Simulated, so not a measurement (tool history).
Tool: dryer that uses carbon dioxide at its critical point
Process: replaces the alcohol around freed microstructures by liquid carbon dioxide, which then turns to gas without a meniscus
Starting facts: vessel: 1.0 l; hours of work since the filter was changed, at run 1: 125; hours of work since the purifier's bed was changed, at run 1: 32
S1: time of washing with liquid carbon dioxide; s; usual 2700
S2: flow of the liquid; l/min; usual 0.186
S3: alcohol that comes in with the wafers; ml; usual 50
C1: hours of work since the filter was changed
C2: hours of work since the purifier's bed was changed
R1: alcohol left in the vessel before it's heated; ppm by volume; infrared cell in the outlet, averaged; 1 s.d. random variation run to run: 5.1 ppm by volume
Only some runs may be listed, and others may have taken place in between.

run,hour,S1,S2,S3,C1,C2,R1
1,0,2700,0.186,50,125,32,107
2,12.8,2700,0.186,50,130,37,95
3,25.9,2700,0.186,50,136,43,98
4,37.7,2700,0.186,50,141,48,99
5,45.3,2700,0.186,50,144,52,101
6,52.9,3120,0.186,50,148,55,48
7,66.7,3120,0.186,50,154,61,47
8,73.9,3120,0.186,50,157,64,50
9,80,3120,0.186,50,160,67,52
10,94,3060,0.186,50,166,73,57
11,104.4,3060,0.186,50,170,77,68
12,117.2,3060,0.186,50,176,83,61
13,124.4,3060,0.186,50,179,86,66
14,133.1,2940,0.239,27,183,90,18
15,139.5,2940,0.116,83,186,93,1564
16,148.6,3300,0.186,33,190,97,40
17,158.6,3300,0.186,33,194,101,43
18,168.4,3300,0.186,33,198,105,45
19,180.4,1920,0.114,22,204,111,1762
20,194.8,3960,0.114,24,210,117,145
21,204.3,3180,0.115,108,214,121,1629
22,216.5,3780,0.169,76,219,126,66
23,229.1,1920,0.17,74,225,132,1532
# hour 234: inlet filter changed
24,238.6,2700,0.186,95,2,136,145
25,250.5,2700,0.186,95,7,141,139

Here are 3 independent what-if runs from the current tool condition. What would each one return?
A,261.7,4080,0.186,108,12,146,?
B,261.7,1920,0.211,23,12,146,?
C,261.7,2700,0.186,35,12,146,?

run,R1
A,36
B,127
C,82
Stripped of hidden state, with their random variation kept, the same runs would have yielded:
run,R1
A,15
B,100
C,57
